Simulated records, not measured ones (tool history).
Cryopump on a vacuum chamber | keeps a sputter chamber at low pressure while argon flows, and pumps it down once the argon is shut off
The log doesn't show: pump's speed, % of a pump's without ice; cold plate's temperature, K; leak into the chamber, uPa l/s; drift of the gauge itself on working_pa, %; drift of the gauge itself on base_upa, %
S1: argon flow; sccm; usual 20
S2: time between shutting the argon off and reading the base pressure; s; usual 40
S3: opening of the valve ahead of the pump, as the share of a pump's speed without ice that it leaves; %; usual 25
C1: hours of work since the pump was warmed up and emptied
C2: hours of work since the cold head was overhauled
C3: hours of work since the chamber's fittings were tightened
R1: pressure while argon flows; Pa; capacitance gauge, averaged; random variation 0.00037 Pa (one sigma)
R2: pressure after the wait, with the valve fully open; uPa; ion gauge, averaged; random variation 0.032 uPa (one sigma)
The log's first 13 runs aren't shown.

| run | hour | S1 | S2 | S3 | C1 | C2 | C3 | R1 | R2 |
|---|---|---|---|---|---|---|---|---|---|
| 14 | 293.1 | 20 | 40 | 18 | 770 | 770 | 1521 | 0.1007 | 2.89 |
| 15 | 320.7 | 20 | 40 | 18 | 793 | 793 | 1544 | 0.1011 | 2.91 |
| 16 | 340.2 | 20 | 40 | 25 | 809 | 809 | 1560 | 0.0736 | 2.87 |
| 17 | 362.5 | 20 | 79 | 25 | 828 | 828 | 1579 | 0.0729 | 2.22 |
| 18 | 389 | 20 | 79 | 25 | 850 | 850 | 1601 | 0.074 | 2.16 |
| 19 | 416.3 | 15 | 74 | 20 | 873 | 873 | 1624 | 0.0687 | 2.25 |
| 20 | 439.6 | 15 | 74 | 20 | 892 | 892 | 1643 | 0.069 | 2.24 |
| 21 | 453.1 | 15 | 74 | 20 | 904 | 904 | 1654 | 0.0687 | 2.27 |
| 22 | 472.2 | 26 | 86 | 21 | 920 | 920 | 1670 | 0.1138 | 2.2 |
| 23 | 499.2 | 12 | 135 | 45 | 942 | 942 | 1693 | 0.0261 | 1.95 |
| 24 | 516.3 | 17 | 58 | 18 | 956 | 956 | 1707 | 0.0863 | 2.63 |
| 25 | 531.7 | 17 | 58 | 18 | 969 | 969 | 1720 | 0.0862 | 2.57 |
| 26 | 549.3 | 15 | 123 | 22 | 984 | 984 | 1735 | 0.0631 | 2.02 |
| 27 | 579.4 | 15 | 123 | 22 | 1009 | 1009 | 1760 | 0.0632 | 2.16 |
| 28 | 600.8 | 15 | 123 | 22 | 1027 | 1027 | 1778 | 0.0628 | 2.17 |
| 29 | 616.5 | 13 | 45 | 25 | 1040 | 1040 | 1791 | 0.0483 | 2.92 |
| 30 | 636.4 | 9 | 29 | 29 | 1057 | 1057 | 1807 | 0.0286 | 3.81 |
| 31 | 662.3 | 9 | 29 | 29 | 1078 | 1078 | 1829 | 0.0291 | 3.74 |
|  | 668.7 | leaking fittings of the chamber tightened, without venting |
| 32 | 692.7 | 12 | 192 | 29 | 1102 | 1102 | 20 | 0.0391 | 0.6 |
| 33 | 705.7 | 12 | 192 | 29 | 1113 | 1113 | 31 | 0.0391 | 0.55 |
|  | 715.3 | pump warmed up, emptied and cooled again |
| 34 | 728.1 | 14 | 24 | 40 | 11 | 1127 | 45 | 0.0312 | 2.74 |

Forecast each of these 4 alternatives for the next run:
| A | 755.2 | 15 | 86 | 37 | 33 | 1150 | 68 | ? | ? |
| B | 755.2 | 14 | 24 | 29 | 33 | 1150 | 68 | ? | ? |
| C | 755.2 | 39 | 35 | 25 | 33 | 1150 | 68 | ? | ? |
| D | 755.2 | 14 | 277 | 40 | 33 | 1150 | 68 | ? | ? |

| run | R1 | R2 |
|---|---|---|
| A | 0.0362 | 0.93 |
| B | 0.0424 | 2.68 |
| C | 0.1375 | 1.94 |
| D | 0.0318 | 0.39 |
Without the tool's hidden state the same runs would have given:
| run | R1 | R2 |
|---|---|---|
| A | 0.0358 | 0.86 |
| B | 0.0421 | 2.62 |
| C | 0.1365 | 1.87 |
| D | 0.0314 | 0.33 |

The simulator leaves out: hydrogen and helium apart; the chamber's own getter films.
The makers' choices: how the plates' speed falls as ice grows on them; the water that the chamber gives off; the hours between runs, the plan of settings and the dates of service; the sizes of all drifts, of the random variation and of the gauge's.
